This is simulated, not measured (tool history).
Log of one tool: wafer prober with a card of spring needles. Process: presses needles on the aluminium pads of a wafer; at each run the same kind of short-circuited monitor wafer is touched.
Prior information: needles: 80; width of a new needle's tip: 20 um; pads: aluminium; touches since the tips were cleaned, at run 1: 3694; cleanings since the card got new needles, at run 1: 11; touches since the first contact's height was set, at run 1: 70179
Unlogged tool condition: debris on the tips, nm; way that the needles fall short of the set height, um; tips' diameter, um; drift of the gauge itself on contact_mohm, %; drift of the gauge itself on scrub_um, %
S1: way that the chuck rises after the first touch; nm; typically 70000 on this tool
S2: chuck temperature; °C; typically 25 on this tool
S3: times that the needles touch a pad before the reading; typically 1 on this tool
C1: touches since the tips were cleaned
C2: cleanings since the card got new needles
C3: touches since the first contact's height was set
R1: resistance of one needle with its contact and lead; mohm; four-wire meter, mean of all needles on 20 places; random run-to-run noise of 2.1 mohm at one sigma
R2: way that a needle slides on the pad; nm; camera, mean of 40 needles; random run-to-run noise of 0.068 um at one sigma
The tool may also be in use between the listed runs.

run	hour	S1	S2	S3	C1	C2	C3	R1	R2
1	0	70000	25	1	3694	11	70179	222	18060
# hour 6.8: tips cleaned on abrasive film
2	14.7	70000	80	1	2270	12	74391	238	18040
# hour 27.8: tips cleaned on abrasive film
3	38.4	70000	98	1	3049	13	81187	243	18120
# hour 47.1: tips cleaned on abrasive film
4	59.7	70000	98	1	3631	14	87304	245	18160
# hour 66.2: tips cleaned on abrasive film
5	70.1	70000	98	1	1138	15	90273	243	18150
# hour 85.7: tips cleaned on abrasive film
6	89.3	70000	25	1	1051	16	95784	224	18130
# hour 106: tips cleaned on abrasive film
7	106.8	70000	25	1	222	17	100783	222	18080
8	124	70000	25	1	5185	17	105746	228	18170
# hour 125.5: tips cleaned on abrasive film
9	135.2	87000	25	1	2782	18	108943	223	22470
# hour 145.3: tips cleaned on abrasive film
10	154.8	70000	25	1	2733	19	114577	226	18060
# hour 165.1: tips cleaned on abrasive film
11	165.3	70000	43	1	35	20	117558	227	18220
# hour 184.6: tips cleaned on abrasive film
12	188.3	70000	43	1	1043	21	124162	227	18090
# hour 203.9: tips cleaned on abrasive film
13	205.8	72000	43	1	546	22	129199	231	18620
# hour 223.1: tips cleaned on abrasive film
14	226.7	72000	43	1	1045	23	135197	233	18480
15	238.5	70000	25	1	4444	23	138596	227	18000
# hour 242.6: tips cleaned on abrasive film
16	248.9	70000	25	1	1806	24	141542	224	18070
17	260.9	63000	49	1	5292	24	145028	233	16280
# hour 263.2: tips cleaned on abrasive film
18	274.2	70000	25	1	3164	25	148816	226	18180
# hour 283.2: tips cleaned on abrasive film
19	289.5	70000	25	1	1826	26	153213	224	18150
# hour 302.3: tips cleaned on abrasive film
20	306.3	75000	30	1	1164	27	158013	225	19310
# hour 321.8: tips cleaned on abrasive film
21	322.2	67000	51	1	111	28	162558	232	17360
22	334.7	70000	88	1	3742	28	166189	242	18150
# hour 341.8: tips cleaned on abrasive film
23	353.1	50000	106	3	3273	29	171463	254	12820
# hour 361.7: tips cleaned on abrasive film
24	375.1	50000	106	3	3864	30	177752	253	12890
# hour 381.2: tips cleaned on abrasive film
25	391.8	63000	66	3	3045	31	182546	236	16260
# hour 401.6: tips cleaned on abrasive film
26	405.9	63000	66	3	1224	32	186577	237	16290
27	416.3	63000	66	3	4240	32	189593	237	16230
# hour 421.4: tips cleaned on abrasive film
28	433.8	65000	68	2	3580	33	194603	240	16780
# hour 441.1: tips cleaned on abrasive film
29	445.4	65000	68	2	1240	34	197917	234	16900
30	456.9	59000	44	2	4540	34	201217	235	15250
# hour 460.8: tips cleaned on abrasive film
31	477.8	59000	44	2	4898	35	207224	231	15280
# hour 480: tips cleaned on abrasive film
32	489.3	59000	44	2	2675	36	210499	232	15260

What differs in the tool's unlogged condition from the final listed run ahead of each entry between runs to the first listed run following it?
In the gap between runs 1 and 2: tips cleaned on abrasive film (hour 6.8)
  debris on the tips, nm: 1.4 -> 1
In the gap between runs 2 and 3: tips cleaned on abrasive film (hour 27.8)
  debris on the tips, nm: 1 -> 1.1
In the gap between runs 3 and 4: tips cleaned on abrasive film (hour 47.1)
  debris on the tips, nm: 1.1 -> 1.3
In the gap between runs 4 and 5: tips cleaned on abrasive film (hour 66.2)
  debris on the tips, nm: 1.3 -> 0.6
In the gap between runs 5 and 6: tips cleaned on abrasive film (hour 85.7)
  debris on the tips, nm: 0.6 -> 0.5
In the gap between runs 6 and 7: tips cleaned on abrasive film (hour 106)
  debris on the tips, nm: 0.5 -> 0.3
In the gap between runs 8 and 9: tips cleaned on abrasive film (hour 125.5)
  debris on the tips, nm: 1.6 -> 1.1
In the gap between runs 9 and 10: tips cleaned on abrasive film (hour 145.3)
  the hidden state is the same at both runs
In the gap between runs 10 and 11: tips cleaned on abrasive film (hour 165.1)
  debris on the tips, nm: 1.1 -> 0.2
In the gap between runs 11 and 12: tips cleaned on abrasive film (hour 184.6)
  debris on the tips, nm: 0.2 -> 0.6
In the gap between runs 12 and 13: tips cleaned on abrasive film (hour 203.9)
  debris on the tips, nm: 0.6 -> 0.4
In the gap between runs 13 and 14: tips cleaned on abrasive film (hour 223.1)
  debris on the tips, nm: 0.4 -> 0.6
In the gap between runs 15 and 16: tips cleaned on abrasive film (hour 242.6)
  debris on the tips, nm: 1.4 -> 0.8; tips' diameter, um: 20 -> 20.01
In the gap between runs 17 and 18: tips cleaned on abrasive film (hour 263.2)
  debris on the tips, nm: 1.6 -> 1.2
In the gap between runs 18 and 19: tips cleaned on abrasive film (hour 283.2)
  debris on the tips, nm: 1.2 -> 0.8; way that the needles fall short of the set height, um: 0.01 -> 0.02
In the gap between runs 19 and 20: tips cleaned on abrasive film (hour 302.3)
  debris on the tips, nm: 0.8 -> 0.6
In the gap between runs 20 and 21: tips cleaned on abrasive film (hour 321.8)
  debris on the tips, nm: 0.6 -> 0.1
In the gap between runs 22 and 23: tips cleaned on abrasive film (hour 341.8)
  debris on the tips, nm: 1.3 -> 1.2
In the gap between runs 23 and 24: tips cleaned on abrasive film (hour 361.7)
  debris on the tips, nm: 1.2 -> 1.4
In the gap between runs 24 and 25: tips cleaned on abrasive film (hour 381.2)
  debris on the tips, nm: 1.4 -> 1.2
In the gap between runs 25 and 26: tips cleaned on abrasive film (hour 401.6)
  debris on the tips, nm: 1.2 -> 0.6
In the gap between runs 27 and 28: tips cleaned on abrasive film (hour 421.4)
  debris on the tips, nm: 1.4 -> 1.3
In the gap between runs 28 and 29: tips cleaned on abrasive film (hour 441.1)
  debris on the tips, nm: 1.3 -> 0.6
In the gap between runs 30 and 31: tips cleaned on abrasive film (hour 460.8)
  debris on the tips, nm: 1.5 -> 1.6
In the gap between runs 31 and 32: tips cleaned on abrasive film (hour 480)
  debris on the tips, nm: 1.6 -> 1
